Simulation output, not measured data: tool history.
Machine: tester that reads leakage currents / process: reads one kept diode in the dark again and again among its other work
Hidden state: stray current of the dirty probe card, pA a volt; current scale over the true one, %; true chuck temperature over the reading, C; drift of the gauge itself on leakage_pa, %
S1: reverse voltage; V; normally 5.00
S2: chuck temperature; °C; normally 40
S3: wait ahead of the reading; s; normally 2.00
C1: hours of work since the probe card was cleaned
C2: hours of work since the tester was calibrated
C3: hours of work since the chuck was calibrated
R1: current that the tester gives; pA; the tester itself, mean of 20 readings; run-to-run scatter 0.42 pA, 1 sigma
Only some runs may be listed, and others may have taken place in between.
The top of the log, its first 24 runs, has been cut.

{"run": 25, "hour": 1731.4, "S1": 5.0, "S2": 20, "S3": 2.0, "C1": 2190, "C2": 3653, "C3": 1390, "R1": 35.63}
{"run": 26, "hour": 1810.9, "S1": 5.0, "S2": 20, "S3": 2.0, "C1": 2245, "C2": 3708, "C3": 1445, "R1": 36.02}
{"run": 27, "hour": 1903.8, "S1": 3.26, "S2": 37, "S3": 4.36, "C1": 2309, "C2": 3773, "C3": 1509, "R1": 111.99}
{"hour": 1965.5, "done": "chuck's temperature calibrated"}
{"run": 28, "hour": 1993.7, "S1": 3.26, "S2": 22, "S3": 0.35, "C1": 2370, "C2": 3833, "C3": 20, "R1": 32.78}
{"run": 29, "hour": 2085.3, "S1": 3.26, "S2": 22, "S3": 0.35, "C1": 2433, "C2": 3897, "C3": 83, "R1": 33.02}
{"run": 30, "hour": 2138.3, "S1": 5.26, "S2": 25, "S3": 0.3, "C1": 2470, "C2": 3933, "C3": 119, "R1": 53.67}
{"run": 31, "hour": 2200.5, "S1": 5.26, "S2": 25, "S3": 0.43, "C1": 2513, "C2": 3976, "C3": 163, "R1": 52.22}
{"run": 32, "hour": 2265.0, "S1": 5.26, "S2": 25, "S3": 0.43, "C1": 2558, "C2": 4021, "C3": 207, "R1": 52.48}
{"run": 33, "hour": 2339.2, "S1": 5.26, "S2": 25, "S3": 0.43, "C1": 2609, "C2": 4072, "C3": 258, "R1": 52.91}
{"run": 34, "hour": 2434.9, "S1": 1.3, "S2": 35, "S3": 2.95, "C1": 2675, "C2": 4139, "C3": 325, "R1": 59.87}
{"run": 35, "hour": 2507.9, "S1": 18.33, "S2": 28, "S3": 8.59, "C1": 2726, "C2": 4189, "C3": 375, "R1": 121.65}
{"run": 36, "hour": 2561.0, "S1": 18.33, "S2": 42, "S3": 8.59, "C1": 2762, "C2": 4226, "C3": 412, "R1": 319.58}
{"run": 37, "hour": 2648.9, "S1": 1.35, "S2": 39, "S3": 3.09, "C1": 2823, "C2": 4286, "C3": 473, "R1": 85.42}
{"run": 38, "hour": 2741.4, "S1": 1.35, "S2": 24, "S3": 9.92, "C1": 2887, "C2": 4350, "C3": 536, "R1": 24.67}
{"run": 39, "hour": 2800.1, "S1": 2.23, "S2": 40, "S3": 2.0, "C1": 2928, "C2": 4391, "C3": 577, "R1": 114.3}

Consider 5 possible next runs. They are alternatives, not a sequence: every one starts from the tool as it was left by run 39. What does each give?
{"run": "A", "hour": 2874.4, "S1": 17.67, "S2": 40, "S3": 1.39, "C1": 2979, "C2": 4442, "C3": 628, "R1": "?"}
{"run": "B", "hour": 2874.4, "S1": 16.1, "S2": 40, "S3": 4.9, "C1": 2979, "C2": 4442, "C3": 628, "R1": "?"}
{"run": "C", "hour": 2874.4, "S1": 2.23, "S2": 54, "S3": 0.62, "C1": 2979, "C2": 4442, "C3": 628, "R1": "?"}
{"run": "D", "hour": 2874.4, "S1": 5.42, "S2": 53, "S3": 2.0, "C1": 2979, "C2": 4442, "C3": 628, "R1": "?"}
{"run": "E", "hour": 2874.4, "S1": 1.9, "S2": 51, "S3": 0.49, "C1": 2979, "C2": 4442, "C3": 628, "R1": "?"}

run=A R1=282.70
run=B R1=269.19
run=C R1=344.64
run=D R1=449.18
run=E R1=256.76
What these runs would have given with no unlogged condition in the tool:
run=A R1=225.90
run=B R1=216.33
run=C R1=317.44
run=D R1=408.28
run=E R1=235.81

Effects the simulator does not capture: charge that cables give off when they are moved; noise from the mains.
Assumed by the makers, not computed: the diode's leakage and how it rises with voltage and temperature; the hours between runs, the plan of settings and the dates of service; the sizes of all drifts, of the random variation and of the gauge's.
